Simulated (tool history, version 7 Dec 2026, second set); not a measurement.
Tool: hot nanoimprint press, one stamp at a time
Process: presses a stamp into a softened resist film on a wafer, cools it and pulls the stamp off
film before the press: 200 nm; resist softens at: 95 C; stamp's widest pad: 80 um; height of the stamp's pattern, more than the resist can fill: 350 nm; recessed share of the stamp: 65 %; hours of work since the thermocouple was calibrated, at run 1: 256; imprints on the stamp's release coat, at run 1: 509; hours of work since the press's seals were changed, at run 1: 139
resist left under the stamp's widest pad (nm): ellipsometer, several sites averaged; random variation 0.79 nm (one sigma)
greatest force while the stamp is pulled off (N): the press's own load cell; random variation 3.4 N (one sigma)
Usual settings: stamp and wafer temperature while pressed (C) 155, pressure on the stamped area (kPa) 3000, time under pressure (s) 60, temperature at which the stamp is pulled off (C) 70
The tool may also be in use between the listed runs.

| run | hour | stamp and wafer temperature while pressed (C) | pressure on the stamped area (kPa) | time under pressure (s) | temperature at which the stamp is pulled off (C) | hours of work since the thermocouple was calibrated | imprints on the stamp's release coat | hours of work since the press's seals were changed | resist left under the stamp's widest pad (nm) | greatest force while the stamp is pulled off (N) |
|---|---|---|---|---|---|---|---|---|---|---|
| 1 | 0.0 | 155 | 3000 | 60 | 70 | 256 | 509 | 139 | 96.7 | 182 |
| 2 | 16.1 | 155 | 3000 | 111 | 70 | 264 | 567 | 147 | 76.8 | 180 |
| 3 | 38.7 | 155 | 3000 | 111 | 70 | 275 | 647 | 158 | 76.7 | 176 |
| 4 | 50.0 | 155 | 3000 | 111 | 70 | 281 | 687 | 164 | 76.3 | 185 |
| 5 | 63.5 | 155 | 3000 | 60 | 76 | 288 | 735 | 171 | 95.4 | 155 |
| 6 | 78.7 | 155 | 3000 | 60 | 76 | 295 | 789 | 178 | 95.1 | 161 |
| 7 | 94.6 | 155 | 3000 | 60 | 76 | 303 | 846 | 186 | 95.2 | 160 |
| 8 | 105.0 | 155 | 3000 | 60 | 76 | 308 | 883 | 191 | 97.5 | 165 |
| 9 | 123.1 | 155 | 3000 | 60 | 76 | 317 | 947 | 200 | 93.8 | 163 |
| 10 | 141.0 | 155 | 3000 | 60 | 70 | 326 | 1011 | 209 | 94.5 | 200 |
| 11 | 156.6 | 155 | 3000 | 60 | 70 | 334 | 1066 | 217 | 94.8 | 202 |
| 12 | 178.0 | 155 | 3000 | 60 | 70 | 344 | 1142 | 227 | 95.4 | 203 |
| 13 | 189.0 | 155 | 3000 | 60 | 70 | 350 | 1182 | 233 | 94.2 | 208 |
| 14 | 211.9 | 155 | 3000 | 60 | 70 | 361 | 1263 | 244 | 95.4 | 219 |
| 15 | 233.4 | 155 | 3000 | 60 | 70 | 372 | 1340 | 255 | 92.9 | 210 |
| 16 | 250.3 | 166 | 4460 | 99 | 59 | 380 | 1399 | 263 | 32.6 | 270 |
|  | 256.0 | plate thermocouple calibrated |
| 17 | 276.6 | 150 | 3640 | 103 | 69 | 10 | 1483 | 274 | 104.8 | 237 |
| 18 | 290.7 | 150 | 3640 | 103 | 69 | 17 | 1533 | 281 | 104.6 | 232 |
| 19 | 313.5 | 150 | 3640 | 103 | 69 | 28 | 1614 | 293 | 105.1 | 235 |
|  | 328.5 | stamp cleaned and given a new release coat |
| 20 | 335.8 | 150 | 3640 | 103 | 69 | 36 | 26 | 301 | 104.0 | 170 |
| 21 | 356.4 | 150 | 3640 | 37 | 66 | 47 | 99 | 311 | 142.8 | 182 |
| 22 | 378.6 | 155 | 3870 | 60 | 70 | 58 | 178 | 322 | 90.9 | 168 |
| 23 | 388.8 | 155 | 3870 | 60 | 70 | 63 | 214 | 327 | 89.8 | 169 |
| 24 | 405.1 | 146 | 2850 | 36 | 64 | 71 | 272 | 335 | 169.4 | 205 |
| 25 | 418.4 | 146 | 2850 | 36 | 64 | 77 | 320 | 341 | 170.3 | 203 |
| 26 | 429.9 | 165 | 3000 | 60 | 69 | 83 | 360 | 347 | 56.9 | 186 |
| 27 | 450.2 | 164 | 2290 | 60 | 69 | 93 | 433 | 357 | 67.8 | 180 |
| 28 | 473.2 | 164 | 2290 | 60 | 69 | 104 | 515 | 368 | 67.9 | 180 |
| 29 | 485.5 | 147 | 3000 | 91 | 75 | 110 | 558 | 374 | 135.2 | 165 |

Forecast each of these 5 alternatives for the next run:
| A | 508.8 | 153 | 3000 | 91 | 75 | 122 | 641 | 386 | ? | ? |
| B | 508.8 | 150 | 3830 | 66 | 70 | 122 | 641 | 386 | ? | ? |
| C | 508.8 | 147 | 2600 | 30 | 64 | 122 | 641 | 386 | ? | ? |
| D | 508.8 | 147 | 3000 | 91 | 68 | 122 | 641 | 386 | ? | ? |
| E | 508.8 | 147 | 2600 | 91 | 68 | 122 | 641 | 386 | ? | ? |

| run | resist left under the stamp's widest pad (nm) | greatest force while the stamp is pulled off (N) |
|---|---|---|
| A | 96.7 | 163 |
| B | 118.4 | 191 |
| C | 172.6 | 220 |
| D | 134.0 | 195 |
| E | 139.7 | 201 |
Without the tool's hidden state the same runs would have given:
| run | resist left under the stamp's widest pad (nm) | greatest force while the stamp is pulled off (N) |
|---|---|---|
| A | 98.5 | 142 |
| B | 120.3 | 165 |
| C | 174.0 | 190 |
| D | 136.1 | 169 |
| E | 141.8 | 174 |
